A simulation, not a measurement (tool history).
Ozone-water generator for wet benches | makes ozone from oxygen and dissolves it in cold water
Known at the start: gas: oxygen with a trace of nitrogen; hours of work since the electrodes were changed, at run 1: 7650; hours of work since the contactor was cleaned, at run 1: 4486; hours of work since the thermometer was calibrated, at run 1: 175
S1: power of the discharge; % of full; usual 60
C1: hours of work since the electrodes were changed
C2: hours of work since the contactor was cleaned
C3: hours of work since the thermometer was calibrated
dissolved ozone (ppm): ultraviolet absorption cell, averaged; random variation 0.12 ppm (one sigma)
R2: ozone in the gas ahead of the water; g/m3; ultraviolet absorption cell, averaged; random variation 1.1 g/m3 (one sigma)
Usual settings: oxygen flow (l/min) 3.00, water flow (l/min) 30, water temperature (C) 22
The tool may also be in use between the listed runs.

run 1 day=0.000 | S1=60 oxygen_flow_(l/min)=3.00 water_flow_(l/min)=30 water_temperature_(C)=22 | C1=7650 C2=4486 C3=175 | dissolved_ozone_(ppm)=8.1 R2=156.8
-- day=5.721 contactor cleaned
run 2 day=7.717 | S1=60 oxygen_flow_(l/min)=3.00 water_flow_(l/min)=30 water_temperature_(C)=22 | C1=7828 C2=47 C3=354 | dissolved_ozone_(ppm)=8.4 R2=155.7
run 3 day=15.617 | S1=60 oxygen_flow_(l/min)=3.00 water_flow_(l/min)=30 water_temperature_(C)=22 | C1=8015 C2=234 C3=540 | dissolved_ozone_(ppm)=8.0 R2=153.7
run 4 day=23.971 | S1=60 oxygen_flow_(l/min)=3.00 water_flow_(l/min)=30 water_temperature_(C)=22 | C1=8213 C2=432 C3=738 | dissolved_ozone_(ppm)=8.0 R2=153.0
run 5 day=31.896 | S1=68 oxygen_flow_(l/min)=3.00 water_flow_(l/min)=30 water_temperature_(C)=22 | C1=8400 C2=619 C3=926 | dissolved_ozone_(ppm)=8.6 R2=161.1
run 6 day=40.350 | S1=60 oxygen_flow_(l/min)=3.00 water_flow_(l/min)=30 water_temperature_(C)=22 | C1=8601 C2=819 C3=1126 | dissolved_ozone_(ppm)=7.8 R2=151.0
run 7 day=49.683 | S1=60 oxygen_flow_(l/min)=2.37 water_flow_(l/min)=30 water_temperature_(C)=22 | C1=8821 C2=1040 C3=1347 | dissolved_ozone_(ppm)=7.8 R2=173.1
run 8 day=54.471 | S1=60 oxygen_flow_(l/min)=3.00 water_flow_(l/min)=30 water_temperature_(C)=14 | C1=8935 C2=1153 C3=1460 | dissolved_ozone_(ppm)=8.1 R2=148.9
run 9 day=58.662 | S1=60 oxygen_flow_(l/min)=3.00 water_flow_(l/min)=30 water_temperature_(C)=22 | C1=9034 C2=1253 C3=1559 | dissolved_ozone_(ppm)=7.8 R2=148.3
run 10 day=65.929 | S1=60 oxygen_flow_(l/min)=3.00 water_flow_(l/min)=30 water_temperature_(C)=22 | C1=9206 C2=1425 C3=1731 | dissolved_ozone_(ppm)=7.7 R2=148.5
run 11 day=71.283 | S1=60 oxygen_flow_(l/min)=3.00 water_flow_(l/min)=30 water_temperature_(C)=22 | C1=9332 C2=1551 C3=1858 | dissolved_ozone_(ppm)=7.7 R2=147.2
run 12 day=77.142 | S1=60 oxygen_flow_(l/min)=3.00 water_flow_(l/min)=30 water_temperature_(C)=22 | C1=9471 C2=1690 C3=1996 | dissolved_ozone_(ppm)=7.7 R2=145.3
run 13 day=83.658 | S1=60 oxygen_flow_(l/min)=1.76 water_flow_(l/min)=30 water_temperature_(C)=22 | C1=9625 C2=1844 C3=2150 | dissolved_ozone_(ppm)=7.1 R2=200.8
run 14 day=87.938 | S1=60 oxygen_flow_(l/min)=3.00 water_flow_(l/min)=30 water_temperature_(C)=22 | C1=9726 C2=1945 C3=2252 | dissolved_ozone_(ppm)=7.6 R2=145.4
run 15 day=92.429 | S1=60 oxygen_flow_(l/min)=3.00 water_flow_(l/min)=30 water_temperature_(C)=22 | C1=9833 C2=2052 C3=2358 | dissolved_ozone_(ppm)=7.5 R2=145.9
-- day=93.129 water thermometer calibrated
run 16 day=100.083 | S1=60 oxygen_flow_(l/min)=3.00 water_flow_(l/min)=30 water_temperature_(C)=22 | C1=10013 C2=2232 C3=165 | dissolved_ozone_(ppm)=7.4 R2=144.5
run 17 day=109.479 | S1=77 oxygen_flow_(l/min)=3.00 water_flow_(l/min)=30 water_temperature_(C)=22 | C1=10236 C2=2454 C3=387 | dissolved_ozone_(ppm)=8.3 R2=161.7
run 18 day=114.371 | S1=88 oxygen_flow_(l/min)=1.94 water_flow_(l/min)=32 water_temperature_(C)=16 | C1=10351 C2=2570 C3=503 | dissolved_ozone_(ppm)=7.8 R2=220.0
run 19 day=122.096 | S1=73 oxygen_flow_(l/min)=1.94 water_flow_(l/min)=32 water_temperature_(C)=24 | C1=10534 C2=2753 C3=685 | dissolved_ozone_(ppm)=6.8 R2=202.4
run 20 day=126.612 | S1=73 oxygen_flow_(l/min)=1.94 water_flow_(l/min)=25 water_temperature_(C)=18 | C1=10641 C2=2860 C3=792 | dissolved_ozone_(ppm)=9.6 R2=202.5
-- day=128.442 electrodes of the discharge changed
run 21 day=131.929 | S1=73 oxygen_flow_(l/min)=1.94 water_flow_(l/min)=29 water_temperature_(C)=18 | C1=83 C2=2980 C3=912 | dissolved_ozone_(ppm)=11.3 R2=290.3
run 22 day=136.096 | S1=73 oxygen_flow_(l/min)=1.94 water_flow_(l/min)=29 water_temperature_(C)=18 | C1=181 C2=3078 C3=1011 | dissolved_ozone_(ppm)=11.3 R2=290.6
-- day=140.883 water thermometer calibrated, once more
run 23 day=145.846 | S1=96 oxygen_flow_(l/min)=1.50 water_flow_(l/min)=47 water_temperature_(C)=22 | C1=411 C2=3309 C3=117 | dissolved_ozone_(ppm)=6.6 R2=401.1
run 24 day=151.817 | S1=80 oxygen_flow_(l/min)=3.10 water_flow_(l/min)=23 water_temperature_(C)=16 | C1=553 C2=3450 C3=259 | dissolved_ozone_(ppm)=17.1 R2=227.0
run 25 day=161.083 | S1=60 oxygen_flow_(l/min)=2.37 water_flow_(l/min)=37 water_temperature_(C)=25 | C1=772 C2=3669 C3=478 | dissolved_ozone_(ppm)=7.1 R2=223.2
run 26 day=166.829 | S1=60 oxygen_flow_(l/min)=5.26 water_flow_(l/min)=30 water_temperature_(C)=21 | C1=908 C2=3805 C3=614 | dissolved_ozone_(ppm)=10.6 R2=135.7
run 27 day=175.858 | S1=71 oxygen_flow_(l/min)=5.26 water_flow_(l/min)=30 water_temperature_(C)=21 | C1=1121 C2=4019 C3=828 | dissolved_ozone_(ppm)=11.4 R2=148.3
run 28 day=181.750 | S1=48 oxygen_flow_(l/min)=2.73 water_flow_(l/min)=29 water_temperature_(C)=25 | C1=1261 C2=4158 C3=967 | dissolved_ozone_(ppm)=8.5 R2=174.8
run 29 day=188.596 | S1=58 oxygen_flow_(l/min)=2.39 water_flow_(l/min)=30 water_temperature_(C)=21 | C1=1423 C2=4320 C3=1129 | dissolved_ozone_(ppm)=9.4 R2=213.2
run 30 day=196.392 | S1=58 oxygen_flow_(l/min)=2.39 water_flow_(l/min)=30 water_temperature_(C)=21 | C1=1607 C2=4505 C3=1313 | dissolved_ozone_(ppm)=9.3 R2=213.0
-- day=200.871 contactor cleaned
run 31 day=200.871 | S1=96 oxygen_flow_(l/min)=2.66 water_flow_(l/min)=30 water_temperature_(C)=16 | C1=1709 C2=0 C3=1415 | dissolved_ozone_(ppm)=13.7 R2=271.9
run 32 day=206.667 | S1=56 oxygen_flow_(l/min)=2.17 water_flow_(l/min)=33 water_temperature_(C)=17 | C1=1846 C2=137 C3=1553 | dissolved_ozone_(ppm)=8.2 R2=217.8
run 33 day=214.183 | S1=75 oxygen_flow_(l/min)=2.54 water_flow_(l/min)=30 water_temperature_(C)=22 | C1=2024 C2=315 C3=1730 | dissolved_ozone_(ppm)=10.9 R2=235.5

Hidden state at the last listed run before each entry between runs and at the first one after, where it differs:
Between runs 1 and 2: contactor cleaned (day 5.721)
  yield of the discharge, % of new electrodes': 78.2 -> 77.6; contactor's efficiency, % of a clean one's: 94.4 -> 98.6; true water temperature over the reading, C: 0.08 -> 0.09
  measured less the result without the state, dissolved ozone (ppm): -2.4 -> -2.2; R2: -39.5 -> -40.4 g/m3
Between runs 15 and 16: water thermometer calibrated (day 93.129)
  yield of the discharge, % of new electrodes': 72.1 -> 71.6; contactor's efficiency, % of a clean one's: 96.3 -> 96.1; true water temperature over the reading, C: 0.13 -> 0.18
  measured less the result without the state, dissolved ozone (ppm): -2.8 -> -2.9; R2: -50.6 -> -51.6 g/m3
Between runs 20 and 21: electrodes of the discharge changed (day 128.442)
  yield of the discharge, % of new electrodes': 69.8 -> 100; contactor's efficiency, % of a clean one's: 95.4 -> 95.3
  measured less the result without the state, dissolved ozone (ppm): -4.5 -> -0.3; R2: -89.9 -> +0.1 g/m3
Between runs 22 and 23: water thermometer calibrated, once more (day 140.883)
  yield of the discharge, % of new electrodes': 99.7 -> 99.1; contactor's efficiency, % of a clean one's: 95.2 -> 94.9; true water temperature over the reading, C: 0.2 -> -0.13
  measured less the result without the state, dissolved ozone (ppm): -0.3 -> -0.3; R2: -0.7 -> -4.6 g/m3
Between runs 30 and 31: contactor cleaned (day 200.871)
  yield of the discharge, % of new electrodes': 95.7 -> 95.5; contactor's efficiency, % of a clean one's: 93.5 -> 99.8
  measured less the result without the state, dissolved ozone (ppm): -0.7 -> -0.8; R2: -8.3 -> -15.7 g/m3

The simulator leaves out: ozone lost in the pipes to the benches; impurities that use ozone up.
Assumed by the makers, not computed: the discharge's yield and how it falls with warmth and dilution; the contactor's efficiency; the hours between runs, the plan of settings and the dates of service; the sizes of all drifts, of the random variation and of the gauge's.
